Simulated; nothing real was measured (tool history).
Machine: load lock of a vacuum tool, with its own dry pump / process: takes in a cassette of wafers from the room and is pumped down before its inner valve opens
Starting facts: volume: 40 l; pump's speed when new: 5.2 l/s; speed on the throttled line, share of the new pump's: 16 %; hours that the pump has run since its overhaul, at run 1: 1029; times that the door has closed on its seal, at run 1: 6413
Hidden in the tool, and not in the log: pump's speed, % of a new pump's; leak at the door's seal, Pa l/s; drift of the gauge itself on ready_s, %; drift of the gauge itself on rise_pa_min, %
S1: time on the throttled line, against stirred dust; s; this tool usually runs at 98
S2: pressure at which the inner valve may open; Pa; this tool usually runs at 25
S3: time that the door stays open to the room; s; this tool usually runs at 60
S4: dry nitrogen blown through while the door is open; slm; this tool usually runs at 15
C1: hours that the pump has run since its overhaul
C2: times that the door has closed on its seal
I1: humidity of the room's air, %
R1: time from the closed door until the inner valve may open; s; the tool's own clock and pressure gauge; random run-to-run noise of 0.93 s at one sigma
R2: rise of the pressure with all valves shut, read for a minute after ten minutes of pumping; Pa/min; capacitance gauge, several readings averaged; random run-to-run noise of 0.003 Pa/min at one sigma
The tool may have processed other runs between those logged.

Run 1, hour 0.0: usual settings; C1 1029; C2 6413; I1 42.3. Result: R1 146.0 s, R2 0.032 Pa/min.
Run 2, hour 79.4: usual settings but S3 124 s; C1 1108; C2 6615; I1 46.9. Result: R1 148.1 s, R2 0.055 Pa/min.
Run 3, hour 167.3: usual settings but S3 124 s; C1 1196; C2 6838; I1 45.0. Result: R1 147.7 s, R2 0.055 Pa/min.
Run 4, hour 255.2: usual settings but S3 124 s; C1 1284; C2 7061; I1 45.3. Result: R1 147.4 s, R2 0.055 Pa/min.
Run 5, hour 329.8: usual settings; C1 1359; C2 7251; I1 43.8. Result: R1 147.5 s, R2 0.038 Pa/min.
Run 6, hour 455.4: usual settings; C1 1484; C2 7570; I1 44.9. Result: R1 145.4 s, R2 0.040 Pa/min.
Run 7, hour 553.9: usual settings; C1 1583; C2 7820; I1 50.3. Result: R1 147.1 s, R2 0.043 Pa/min.
Run 8, hour 681.1: usual settings; C1 1710; C2 8143; I1 46.1. Result: R1 147.0 s, R2 0.034 Pa/min.
Run 9, hour 800.4: usual settings; C1 1829; C2 8446; I1 45.9. Result: R1 148.4 s, R2 0.038 Pa/min.
Run 10, hour 907.9: usual settings; C1 1937; C2 8719; I1 44.6. Result: R1 146.0 s, R2 0.037 Pa/min.
Run 11, hour 1029.5: usual settings but S4 23 slm; C1 2058; C2 9028; I1 43.2. Result: R1 146.2 s, R2 0.023 Pa/min.
Run 12, hour 1153.9: usual settings but S1 60 s; C1 2183; C2 9344; I1 45.4. Result: R1 115.2 s, R2 0.039 Pa/min.
Run 13, hour 1274.1: usual settings but S1 60 s; C1 2303; C2 9649; I1 42.9. Result: R1 114.8 s, R2 0.039 Pa/min.
Run 14, hour 1382.9: usual settings but S1 60 s; C1 2412; C2 9925; I1 43.4. Result: R1 114.3 s, R2 0.032 Pa/min.
Run 15, hour 1446.1: usual settings but S1 177 s, S4 12 slm; C1 2475; C2 10086; I1 45.4. Result: R1 214.1 s, R2 0.042 Pa/min.
Run 16, hour 1568.0: usual settings but S1 75 s, S2 29 Pa, S3 45 s, S4 34 slm; C1 2597; C2 10395; I1 44.5. Result: R1 125.8 s, R2 0.019 Pa/min.
Run 17, hour 1653.3: usual settings but S1 75 s, S2 29 Pa, S3 45 s, S4 34 slm; C1 2682; C2 10612; I1 40.4. Result: R1 126.0 s, R2 0.021 Pa/min.
Run 18, hour 1758.9: usual settings but S1 75 s, S2 29 Pa, S3 45 s, S4 34 slm; C1 2788; C2 10880; I1 46.4. Result: R1 126.2 s, R2 0.019 Pa/min.
Run 19, hour 1852.6: usual settings but S3 123 s, S4 38 slm; C1 2881; C2 11118; I1 45.5. Result: R1 146.4 s, R2 0.034 Pa/min.
Run 20, hour 1921.1: usual settings but S1 184 s, S3 123 s, S4 38 slm; C1 2950; C2 11292; I1 46.3. Result: R1 218.5 s, R2 0.031 Pa/min.
Run 21, hour 2020.6: usual settings but S1 184 s, S3 123 s, S4 38 slm; C1 3049; C2 11545; I1 41.8. Result: R1 219.9 s, R2 0.029 Pa/min.
Run 22, hour 2091.0: usual settings but S1 184 s, S3 123 s, S4 38 slm; C1 3120; C2 11724; I1 43.9. Result: R1 220.9 s, R2 0.030 Pa/min.
Run 23, hour 2166.8: usual settings but S1 96 s, S2 21 Pa, S4 14 slm; C1 3196; C2 11916; I1 42.0. Result: R1 145.5 s, R2 0.032 Pa/min.

3 ways to go on from here, each from the tool as it stands after run 23. What would each give?
Run A, hour 2249.5: usual settings but S1 96 s, S2 21 Pa, S3 76 s, S4 41 slm; C1 3278; C2 12126; I1 40.2. Result: R1 ?, R2 ?.
Run B, hour 2249.5: usual settings but S1 96 s, S2 26 Pa, S4 5 slm; C1 3278; C2 12126; I1 46.5. Result: R1 ?, R2 ?.
Run C, hour 2249.5: usual settings but S1 127 s, S3 38 s, S4 17 slm; C1 3278; C2 12126; I1 46.0. Result: R1 ?, R2 ?.

run     R1     R2
  A  146.6  0.020
  B  143.6  0.063
  C  171.2  0.029
Take away the tool's hidden state, keep each run's random variation, and the runs would have read:
run     R1     R2
  A  146.6  0.019
  B  143.6  0.063
  C  171.2  0.028
